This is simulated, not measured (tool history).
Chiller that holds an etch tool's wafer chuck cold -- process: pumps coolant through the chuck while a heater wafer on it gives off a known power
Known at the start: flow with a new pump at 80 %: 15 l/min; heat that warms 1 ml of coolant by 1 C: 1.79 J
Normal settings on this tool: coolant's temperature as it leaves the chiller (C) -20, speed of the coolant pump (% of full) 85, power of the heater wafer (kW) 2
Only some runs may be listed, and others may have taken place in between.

run   hour  coolant's temperature as it leaves the chiller (C)  speed of the coolant pump (% of full)  power of the heater wafer (kW)  chuck's temperature once it has settled (C)  how much warmer the coolant comes back (C)
  1      0                                                 -20                                     85                               2                                           -8                                        4.27
  2   30.9                                                 -20                                     85                               2                                         -8.1                                        4.19
  3   50.2                                                 -20                                     85                               2                                         -7.9                                        4.19
  4   69.2                                                 -20                                     85                               2                                         -7.9                                        4.26
  5   89.8                                                 -20                                     85                               2                                         -8.1                                        4.22
  6  106.2                                                 -20                                     85                               2                                           -8                                         4.2
  7  132.9                                                 -20                                     85                               2                                         -7.9                                        4.23
  8  156.7                                                 -20                                     85                               2                                         -7.9                                        4.19
  9  177.5                                                 -20                                     85                               2                                         -7.8                                        4.29
 10  191.4                                                 -20                                     85                               2                                         -7.8                                        4.24
 11  206.4                                                 -20                                     85                               2                                         -7.8                                        4.23
 12  240.5                                                 -20                                     85                               2                                         -7.7                                        4.22
 13  259.6                                                 -20                                     85                               2                                         -7.9                                         4.2
 14  279.3                                                 -23                                     62                           1.404                                        -12.1                                        4.07
 15  305.5                                                 -23                                     62                           1.404                                          -12                                        4.13
 16  329.3                                                 -29                                     66                               2                                        -14.4                                        5.49
 17  349.2                                                 -20                                     85                           1.401                                        -11.3                                        2.99
 18  364.3                                                 -25                                     64                           2.298                                         -7.6                                        6.47
 19  387.4                                                 -25                                     64                           2.298                                         -7.7                                        6.56
 20  420.6                                                 -16                                     85                               2                                         -3.9                                        4.23
 21  440.8                                                 -29                                     75                           2.891                                         -9.9                                        6.95
 22  464.4                                                 -26                                     78                           2.179                                        -11.7                                        5.03
 23  494.3                                                 -26                                     64                           2.179                                         -9.3                                        6.09
 24    512                                                 -20                                     68                           1.973                                         -5.5                                        5.24
 25  539.5                                                 -13                                     64                           1.784                                          0.5                                        5.08

5 ways to go on from here, each from the tool as it stands after run 25. What would each give?
  A   561                                                 -26                                     97                           2.566                                            ?                                           ?
  B   561                                                 -19                                     64                           1.784                                            ?                                           ?
  C   561                                                 -25                                     91                           1.246                                            ?                                           ?
  D   561                                                 -13                                     86                           1.484                                            ?                                           ?
  E   561                                                 -12                                     63                           1.307                                            ?                                           ?

run  chuck's temperature once it has settled (C)  how much warmer the coolant comes back (C)
  A                                        -11.6                                        4.79
  B                                         -5.5                                        5.03
  C                                        -17.5                                        2.44
  D                                           -4                                         3.1
  E                                         -1.8                                        3.74
Stripped of hidden state, with their random variation kept, the same runs would have yielded:
run  chuck's temperature once it has settled (C)  how much warmer the coolant comes back (C)
  A                                        -12.7                                        4.72
  B                                         -6.5                                        4.95
  C                                        -18.3                                         2.4
  D                                         -4.9                                        3.05
  E                                         -2.8                                        3.69
